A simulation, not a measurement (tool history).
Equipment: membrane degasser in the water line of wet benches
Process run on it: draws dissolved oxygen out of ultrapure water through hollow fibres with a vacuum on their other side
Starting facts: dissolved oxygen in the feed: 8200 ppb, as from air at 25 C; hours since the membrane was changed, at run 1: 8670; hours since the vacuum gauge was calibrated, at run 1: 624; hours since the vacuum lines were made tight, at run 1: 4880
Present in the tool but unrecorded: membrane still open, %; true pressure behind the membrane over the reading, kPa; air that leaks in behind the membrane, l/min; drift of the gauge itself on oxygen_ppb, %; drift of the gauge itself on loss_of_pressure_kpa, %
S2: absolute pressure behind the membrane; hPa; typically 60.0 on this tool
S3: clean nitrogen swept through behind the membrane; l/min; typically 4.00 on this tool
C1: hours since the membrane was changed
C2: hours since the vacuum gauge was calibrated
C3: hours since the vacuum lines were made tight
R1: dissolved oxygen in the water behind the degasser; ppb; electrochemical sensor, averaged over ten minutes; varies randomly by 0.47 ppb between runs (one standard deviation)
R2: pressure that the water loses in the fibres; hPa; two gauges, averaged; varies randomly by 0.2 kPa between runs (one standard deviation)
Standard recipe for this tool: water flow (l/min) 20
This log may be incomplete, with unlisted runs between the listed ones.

{"run": 1, "hour": 0.0, "water flow (l/min)": 20, "S2": 60.0, "S3": 4.0, "C1": 8670, "C2": 624, "C3": 4880, "R1": 39.7, "R2": 456.2}
{"run": 2, "hour": 166.8, "water flow (l/min)": 20, "S2": 60.0, "S3": 4.0, "C1": 8837, "C2": 791, "C3": 5047, "R1": 38.4, "R2": 457.8}
{"run": 3, "hour": 341.5, "water flow (l/min)": 20, "S2": 60.0, "S3": 4.0, "C1": 9012, "C2": 965, "C3": 5222, "R1": 39.0, "R2": 456.4}
{"run": 4, "hour": 491.2, "water flow (l/min)": 20, "S2": 60.0, "S3": 4.0, "C1": 9161, "C2": 1115, "C3": 5371, "R1": 39.2, "R2": 457.7}
{"run": 5, "hour": 615.6, "water flow (l/min)": 20, "S2": 60.0, "S3": 4.0, "C1": 9286, "C2": 1240, "C3": 5496, "R1": 38.6, "R2": 457.3}
{"run": 6, "hour": 802.0, "water flow (l/min)": 20, "S2": 60.0, "S3": 4.0, "C1": 9472, "C2": 1426, "C3": 5682, "R1": 38.4, "R2": 459.4}
{"run": 7, "hour": 961.0, "water flow (l/min)": 20, "S2": 60.0, "S3": 4.0, "C1": 9631, "C2": 1585, "C3": 5841, "R1": 39.7, "R2": 458.5}
{"run": 8, "hour": 1167.0, "water flow (l/min)": 15, "S2": 60.0, "S3": 4.0, "C1": 9837, "C2": 1791, "C3": 6047, "R1": 28.0, "R2": 343.6}
{"run": 9, "hour": 1400.7, "water flow (l/min)": 15, "S2": 60.0, "S3": 4.0, "C1": 10071, "C2": 2025, "C3": 6281, "R1": 27.5, "R2": 347.0}
{"run": 10, "hour": 1551.1, "water flow (l/min)": 20, "S2": 60.0, "S3": 4.0, "C1": 10221, "C2": 2175, "C3": 6431, "R1": 40.0, "R2": 465.6}
{"run": 11, "hour": 1736.6, "water flow (l/min)": 20, "S2": 91.0, "S3": 4.0, "C1": 10407, "C2": 2361, "C3": 6617, "R1": 77.1, "R2": 463.7}
{"run": 12, "hour": 1839.6, "water flow (l/min)": 20, "S2": 60.0, "S3": 4.0, "C1": 10510, "C2": 2464, "C3": 6720, "R1": 39.3, "R2": 462.2}
{"run": 13, "hour": 2044.6, "water flow (l/min)": 20, "S2": 60.0, "S3": 4.0, "C1": 10715, "C2": 2669, "C3": 6925, "R1": 40.1, "R2": 464.0}
{"run": 14, "hour": 2173.4, "water flow (l/min)": 20, "S2": 60.0, "S3": 4.0, "C1": 10844, "C2": 2797, "C3": 7054, "R1": 40.4, "R2": 464.6}
{"run": 15, "hour": 2404.4, "water flow (l/min)": 20, "S2": 52.0, "S3": 4.0, "C1": 11075, "C2": 3028, "C3": 7285, "R1": 30.7, "R2": 468.1}
{"run": 16, "hour": 2538.9, "water flow (l/min)": 20, "S2": 52.0, "S3": 4.0, "C1": 11209, "C2": 3163, "C3": 7419, "R1": 29.9, "R2": 466.5}
{"run": 17, "hour": 2654.1, "water flow (l/min)": 20, "S2": 52.0, "S3": 4.0, "C1": 11324, "C2": 3278, "C3": 7534, "R1": 30.3, "R2": 468.2}
{"run": 18, "hour": 2759.2, "water flow (l/min)": 18, "S2": 128.6, "S3": 7.85, "C1": 11429, "C2": 3383, "C3": 7639, "R1": 60.3, "R2": 421.3}
{"run": 19, "hour": 2969.7, "water flow (l/min)": 20, "S2": 73.6, "S3": 2.05, "C1": 11640, "C2": 3594, "C3": 7850, "R1": 101.7, "R2": 472.5}
{"run": 20, "hour": 3198.7, "water flow (l/min)": 20, "S2": 73.6, "S3": 2.05, "C1": 11869, "C2": 3823, "C3": 8079, "R1": 103.7, "R2": 470.5}
{"run": 21, "hour": 3422.1, "water flow (l/min)": 20, "S2": 73.6, "S3": 2.05, "C1": 12092, "C2": 4046, "C3": 8302, "R1": 105.8, "R2": 475.3}
{"run": 22, "hour": 3521.1, "water flow (l/min)": 24, "S2": 60.0, "S3": 3.78, "C1": 12191, "C2": 4145, "C3": 8401, "R1": 53.0, "R2": 568.8}
{"run": 23, "hour": 3734.7, "water flow (l/min)": 12, "S2": 45.0, "S3": 9.65, "C1": 12405, "C2": 4359, "C3": 8615, "R1": 4.8, "R2": 282.5}
{"run": 24, "hour": 3894.4, "water flow (l/min)": 22, "S2": 119.4, "S3": 8.8, "C1": 12565, "C2": 4518, "C3": 8775, "R1": 63.3, "R2": 523.5}
{"run": 25, "hour": 4042.0, "water flow (l/min)": 14, "S2": 104.0, "S3": 6.8, "C1": 12712, "C2": 4666, "C3": 8922, "R1": 40.3, "R2": 331.8}
{"run": 26, "hour": 4233.4, "water flow (l/min)": 14, "S2": 82.8, "S3": 2.8, "C1": 12904, "C2": 4857, "C3": 9114, "R1": 67.1, "R2": 333.6}
{"hour": 4321.6, "done": "seals of the vacuum lines changed"}
{"run": 27, "hour": 4422.7, "water flow (l/min)": 12, "S2": 53.1, "S3": 9.42, "C1": 13091, "C2": 5045, "C3": 101, "R1": 7.8, "R2": 285.2}
{"run": 28, "hour": 4577.4, "water flow (l/min)": 30, "S2": 60.0, "S3": 7.42, "C1": 13246, "C2": 5199, "C3": 256, "R1": 47.9, "R2": 718.2}
{"run": 29, "hour": 4799.3, "water flow (l/min)": 15, "S2": 143.1, "S3": 2.17, "C1": 13468, "C2": 5421, "C3": 478, "R1": 187.0, "R2": 359.5}
{"run": 30, "hour": 4992.5, "water flow (l/min)": 12, "S2": 41.6, "S3": 8.43, "C1": 13661, "C2": 5615, "C3": 671, "R1": 4.9, "R2": 287.8}
{"run": 31, "hour": 5154.4, "water flow (l/min)": 12, "S2": 41.6, "S3": 8.43, "C1": 13823, "C2": 5776, "C3": 833, "R1": 4.7, "R2": 285.5}
{"run": 32, "hour": 5270.4, "water flow (l/min)": 26, "S2": 60.0, "S3": 6.02, "C1": 13939, "C2": 5892, "C3": 949, "R1": 43.8, "R2": 625.5}
{"run": 33, "hour": 5493.2, "water flow (l/min)": 22, "S2": 102.6, "S3": 4.0, "C1": 14161, "C2": 6115, "C3": 1172, "R1": 104.2, "R2": 529.4}

Hidden state or all else? Some run-to-run changes of R1, split into what the settings, what came in and random variation would give without the hidden state, and what is left for the hidden state (with any gauge scatter that isn't in both results):
Run 27 -> 28: water flow (l/min) 12 -> 30, S2 53.1 -> 60.0, S3 9.42 -> 7.42. R1 +40.1 ppb: hidden state +11.0, all else +29.1.
Run 28 -> 29: water flow (l/min) 30 -> 15, S2 60.0 -> 143.1, S3 7.42 -> 2.17. R1 +139.1 ppb: hidden state -7.4, all else +146.5.
Run 29 -> 30: water flow (l/min) 15 -> 12, S2 143.1 -> 41.6, S3 2.17 -> 8.43. R1 -182.1 ppb: hidden state -3.4, all else -178.7.
Run 31 -> 32: water flow (l/min) 12 -> 26, S2 41.6 -> 60.0, S3 8.43 -> 6.02. R1 +39.1 ppb: hidden state +8.3, all else +30.8.
Run 32 -> 33: water flow (l/min) 26 -> 22, S2 60.0 -> 102.6, S3 6.02 -> 4.00. R1 +60.4 ppb: hidden state -2.0, all else +62.4.
